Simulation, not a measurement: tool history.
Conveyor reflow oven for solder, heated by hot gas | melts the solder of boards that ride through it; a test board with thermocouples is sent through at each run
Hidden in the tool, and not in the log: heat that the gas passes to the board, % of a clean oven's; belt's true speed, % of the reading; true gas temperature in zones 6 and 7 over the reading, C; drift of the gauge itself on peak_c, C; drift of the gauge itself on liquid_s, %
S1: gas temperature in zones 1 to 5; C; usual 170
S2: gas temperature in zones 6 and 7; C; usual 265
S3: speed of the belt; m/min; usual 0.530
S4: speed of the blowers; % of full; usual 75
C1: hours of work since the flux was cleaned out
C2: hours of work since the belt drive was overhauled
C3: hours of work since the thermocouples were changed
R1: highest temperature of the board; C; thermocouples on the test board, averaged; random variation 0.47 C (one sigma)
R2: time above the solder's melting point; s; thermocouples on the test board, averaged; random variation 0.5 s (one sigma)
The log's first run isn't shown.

{"day": 0.508, "done": "flux residue cleaned out of gas plates and filters"}
{"run": 2, "day": 1.638, "S1": 170, "S2": 265, "S3": 0.53, "S4": 86, "C1": 21, "C2": 897, "C3": 897, "R1": 255.3, "R2": 62.0}
{"run": 3, "day": 3.846, "S1": 170, "S2": 265, "S3": 0.53, "S4": 86, "C1": 62, "C2": 938, "C3": 938, "R1": 254.2, "R2": 61.7}
{"run": 4, "day": 5.425, "S1": 170, "S2": 265, "S3": 0.53, "S4": 86, "C1": 91, "C2": 968, "C3": 968, "R1": 255.9, "R2": 61.9}
{"run": 5, "day": 8.562, "S1": 170, "S2": 265, "S3": 0.52, "S4": 75, "C1": 149, "C2": 1026, "C3": 1026, "R1": 253.4, "R2": 61.1}
{"day": 8.858, "done": "thermocouples of zones 6 and 7 changed"}
{"run": 6, "day": 11.625, "S1": 170, "S2": 265, "S3": 0.52, "S4": 75, "C1": 204, "C2": 1081, "C3": 51, "R1": 250.6, "R2": 59.3}
{"run": 7, "day": 14.054, "S1": 170, "S2": 265, "S3": 0.53, "S4": 83, "C1": 249, "C2": 1126, "C3": 96, "R1": 251.5, "R2": 59.4}
{"run": 8, "day": 17.162, "S1": 170, "S2": 265, "S3": 0.53, "S4": 83, "C1": 307, "C2": 1183, "C3": 154, "R1": 251.1, "R2": 58.1}
{"run": 9, "day": 18.942, "S1": 170, "S2": 273, "S3": 0.53, "S4": 75, "C1": 340, "C2": 1216, "C3": 187, "R1": 257.3, "R2": 62.7}
{"run": 10, "day": 21.288, "S1": 165, "S2": 265, "S3": 0.53, "S4": 75, "C1": 383, "C2": 1260, "C3": 230, "R1": 249.4, "R2": 55.2}
{"run": 11, "day": 24.162, "S1": 165, "S2": 265, "S3": 0.53, "S4": 75, "C1": 437, "C2": 1313, "C3": 283, "R1": 249.2, "R2": 54.7}
{"day": 26.658, "done": "flux residue cleaned out of gas plates and filters"}
{"run": 12, "day": 27.104, "S1": 180, "S2": 265, "S3": 0.53, "S4": 75, "C1": 8, "C2": 1364, "C3": 334, "R1": 254.6, "R2": 63.8}
{"run": 13, "day": 29.333, "S1": 170, "S2": 265, "S3": 0.53, "S4": 75, "C1": 50, "C2": 1405, "C3": 375, "R1": 251.7, "R2": 59.0}
{"run": 14, "day": 31.721, "S1": 170, "S2": 265, "S3": 0.53, "S4": 75, "C1": 94, "C2": 1449, "C3": 420, "R1": 251.8, "R2": 59.9}
{"run": 15, "day": 33.983, "S1": 170, "S2": 265, "S3": 0.568, "S4": 75, "C1": 136, "C2": 1491, "C3": 462, "R1": 250.5, "R2": 53.1}

The next listed run, before its measurement:
{"run": 16, "day": 36.267, "S1": 175, "S2": 265, "S3": 0.53, "S4": 75, "C1": 178, "C2": 1533, "C3": 504, "R1": "?", "R2": "?"}

Run 16 gave R1 252.5 C, R2 61.1 s.
Without the tool's hidden state the same run would have given R1 250.6 C, R2 58.6 s.
